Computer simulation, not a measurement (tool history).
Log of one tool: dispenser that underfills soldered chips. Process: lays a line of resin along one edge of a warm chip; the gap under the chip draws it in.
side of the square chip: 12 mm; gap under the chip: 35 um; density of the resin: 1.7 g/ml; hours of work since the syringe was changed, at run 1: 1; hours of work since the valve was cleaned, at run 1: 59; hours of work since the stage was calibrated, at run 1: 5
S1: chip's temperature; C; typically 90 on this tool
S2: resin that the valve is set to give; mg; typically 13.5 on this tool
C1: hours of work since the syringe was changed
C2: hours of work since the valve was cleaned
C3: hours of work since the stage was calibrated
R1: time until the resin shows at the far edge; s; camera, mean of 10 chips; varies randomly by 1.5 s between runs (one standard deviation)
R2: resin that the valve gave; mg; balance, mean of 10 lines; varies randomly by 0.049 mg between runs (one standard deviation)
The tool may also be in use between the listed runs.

| run | hour | S1 | S2 | C1 | C2 | C3 | R1 | R2 |
|---|---|---|---|---|---|---|---|---|
| 1 | 0 | 90 | 13.5 | 1 | 59 | 5 | 150.4 | 13.02 |
| 2 | 2 | 90 | 13.5 | 2 | 60 | 6 | 170 | 13.14 |
| 3 | 5.7 | 90 | 13.5 | 4 | 62 | 8 | 208.2 | 13.1 |
|  | 10.4 | new syringe of resin |
| 4 | 10.6 | 90 | 13.5 | 0 | 65 | 11 | 151.2 | 13.01 |
| 5 | 12.9 | 86 | 13.5 | 2 | 67 | 12 | 191.3 | 13.09 |
| 6 | 15.5 | 86 | 13.5 | 3 | 68 | 14 | 218.4 | 13.19 |
| 7 | 17.6 | 86 | 13.5 | 5 | 70 | 15 | 245.4 | 12.98 |
|  | 21.8 | new syringe of resin |
| 8 | 21.9 | 95 | 16.7 | 0 | 72 | 18 | 125.5 | 16.06 |
| 9 | 25 | 94 | 16.7 | 2 | 74 | 20 | 151.3 | 16.05 |
| 10 | 28.3 | 94 | 16.7 | 4 | 76 | 22 | 179.7 | 15.97 |
| 11 | 30.2 | 104 | 13.3 | 5 | 77 | 23 | 152.2 | 12.8 |
| 12 | 32.6 | 86 | 13.5 | 7 | 79 | 25 | 291 | 13 |
|  | 33.6 | new syringe of resin |
| 13 | 35.2 | 84 | 13.5 | 1 | 80 | 26 | 191.9 | 12.89 |
| 14 | 37.8 | 84 | 13.5 | 3 | 82 | 28 | 217 | 13.01 |

Predict each of these 3 candidate next runs independently; none follows another, all start after run 14:
| A | 41.6 | 90 | 14.4 | 5 | 84 | 30 | ? | ? |
| B | 41.6 | 93 | 12.7 | 5 | 84 | 30 | ? | ? |
| C | 41.6 | 88 | 15.4 | 5 | 84 | 30 | ? | ? |

| run | R1 | R2 |
|---|---|---|
| A | 223.7 | 13.83 |
| B | 207.7 | 12.11 |
| C | 234 | 14.74 |
Without the tool's unlogged condition, the same runs would have read:
| run | R1 | R2 |
|---|---|---|
| A | 145.8 | 14.44 |
| B | 134.9 | 12.64 |
| C | 152.7 | 15.38 |
